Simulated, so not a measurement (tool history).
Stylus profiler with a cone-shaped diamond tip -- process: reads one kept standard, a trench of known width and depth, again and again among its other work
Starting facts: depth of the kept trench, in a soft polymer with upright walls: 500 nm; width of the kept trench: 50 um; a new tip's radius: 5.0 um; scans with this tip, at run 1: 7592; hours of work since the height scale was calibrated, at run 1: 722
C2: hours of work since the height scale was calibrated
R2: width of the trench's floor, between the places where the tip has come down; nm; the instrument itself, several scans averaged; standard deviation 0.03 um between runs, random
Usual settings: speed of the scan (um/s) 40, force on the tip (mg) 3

Run 1, hour 0: usual settings; scans with this tip 7592; C2 722. Result: depth of the trench (nm) 507.94, R2 42630 nm.
Run 2, hour 11.5: usual settings; scans with this tip 7669; C2 730. Result: depth of the trench (nm) 507.89, R2 42580 nm.
Run 3, hour 18.8: usual settings; scans with this tip 7718; C2 734. Result: depth of the trench (nm) 507.7, R2 42590 nm.
Run 4, hour 29.5: usual settings; scans with this tip 7790; C2 741. Result: depth of the trench (nm) 507.74, R2 42510 nm.
Run 5, hour 46.1: usual settings; scans with this tip 7901; C2 752. Result: depth of the trench (nm) 507.74, R2 42530 nm.
Run 6, hour 58.5: usual settings; scans with this tip 7985; C2 760. Result: depth of the trench (nm) 507.47, R2 42510 nm.
Run 7, hour 68.9: usual settings; scans with this tip 8055; C2 766. Result: depth of the trench (nm) 507.71, R2 42520 nm.
Run 8, hour 86: usual settings; scans with this tip 8170; C2 777. Result: depth of the trench (nm) 507.51, R2 42470 nm.
Run 9, hour 94.6: usual settings; scans with this tip 8228; C2 783. Result: depth of the trench (nm) 507.59, R2 42460 nm.
At hour 96.1: height scale calibrated on a step standard.
Run 10, hour 104.1: usual settings; scans with this tip 8288; C2 5. Result: depth of the trench (nm) 507.21, R2 42440 nm.
Run 11, hour 118.9: usual settings but speed of the scan (um/s) 126; scans with this tip 8388; C2 15. Result: depth of the trench (nm) 507.21, R2 42170 nm.
Run 12, hour 128.8: usual settings but speed of the scan (um/s) 126; scans with this tip 8454; C2 21. Result: depth of the trench (nm) 507.02, R2 42110 nm.
At hour 141.9: height scale calibrated on a step standard, once more.
Run 13, hour 143.9: usual settings but speed of the scan (um/s) 126; scans with this tip 8552; C2 1. Result: depth of the trench (nm) 510.15, R2 42050 nm.
Run 14, hour 158.4: usual settings but speed of the scan (um/s) 12, force on the tip (mg) 8.79; scans with this tip 8650; C2 11. Result: depth of the trench (nm) 519.95, R2 42450 nm.
Run 15, hour 167.1: usual settings but speed of the scan (um/s) 12, force on the tip (mg) 8.79; scans with this tip 8708; C2 16. Result: depth of the trench (nm) 520.2, R2 42390 nm.
Run 16, hour 180: usual settings but speed of the scan (um/s) 16, force on the tip (mg) 4.07; scans with this tip 8795; C2 24. Result: depth of the trench (nm) 511.88, R2 42420 nm.
Run 17, hour 195.7: usual settings but speed of the scan (um/s) 144, force on the tip (mg) 1.37; scans with this tip 8900; C2 34. Result: depth of the trench (nm) 505.98, R2 41740 nm.
Run 18, hour 202.7: usual settings but speed of the scan (um/s) 95; scans with this tip 8947; C2 39. Result: depth of the trench (nm) 509.85, R2 42080 nm.
At hour 208.3: new tip fitted, height scale calibrated.
Run 19, hour 216.5: usual settings but speed of the scan (um/s) 11, force on the tip (mg) 6.46; scans with this tip 55; C2 5. Result: depth of the trench (nm) 516.51, R2 45570 nm.
Run 20, hour 233.2: usual settings but speed of the scan (um/s) 14, force on the tip (mg) 2.35; scans with this tip 167; C2 16. Result: depth of the trench (nm) 508.02, R2 45510 nm.
Run 21, hour 249.3: usual settings but speed of the scan (um/s) 14, force on the tip (mg) 2.35; scans with this tip 276; C2 26. Result: depth of the trench (nm) 508.16, R2 45470 nm.
Run 22, hour 256.3: usual settings but speed of the scan (um/s) 14, force on the tip (mg) 2.35; scans with this tip 323; C2 31. Result: depth of the trench (nm) 508.34, R2 45450 nm.
Run 23, hour 269.4: usual settings but speed of the scan (um/s) 87, force on the tip (mg) 1.68; scans with this tip 411; C2 39. Result: depth of the trench (nm) 506.6, R2 45070 nm.
Run 24, hour 284: usual settings but speed of the scan (um/s) 87, force on the tip (mg) 1.68; scans with this tip 509; C2 48. Result: depth of the trench (nm) 506.47, R2 45050 nm.

Entry by entry between the runs, the difference in hidden state between the last listed run before and the first listed run after:
In the gap between runs 9 and 10: height scale calibrated on a step standard (hour 96.1)
  radius of the tip, um: 14.07 -> 14.14; height scale over the true one, %: -0.392 -> -0.453
  measured less the result without the state, depth of the trench (nm): -2 -> -2.31; R2: -3070 -> -3100 nm
In the gap between runs 12 and 13: height scale calibrated on a step standard, once more (hour 141.9)
  radius of the tip, um: 14.33 -> 14.44; height scale over the true one, %: -0.46 -> 0.074
  measured less the result without the state, depth of the trench (nm): -2.34 -> +0.37; R2: -3140 -> -3170 nm
In the gap between runs 18 and 19: new tip fitted, height scale calibrated (hour 208.3)
  radius of the tip, um: 14.88 -> 5.05; height scale over the true one, %: 0.055 -> 0.028
  measured less the result without the state, depth of the trench (nm): +0.29 -> +0.15; R2: -3300 -> -20 nm
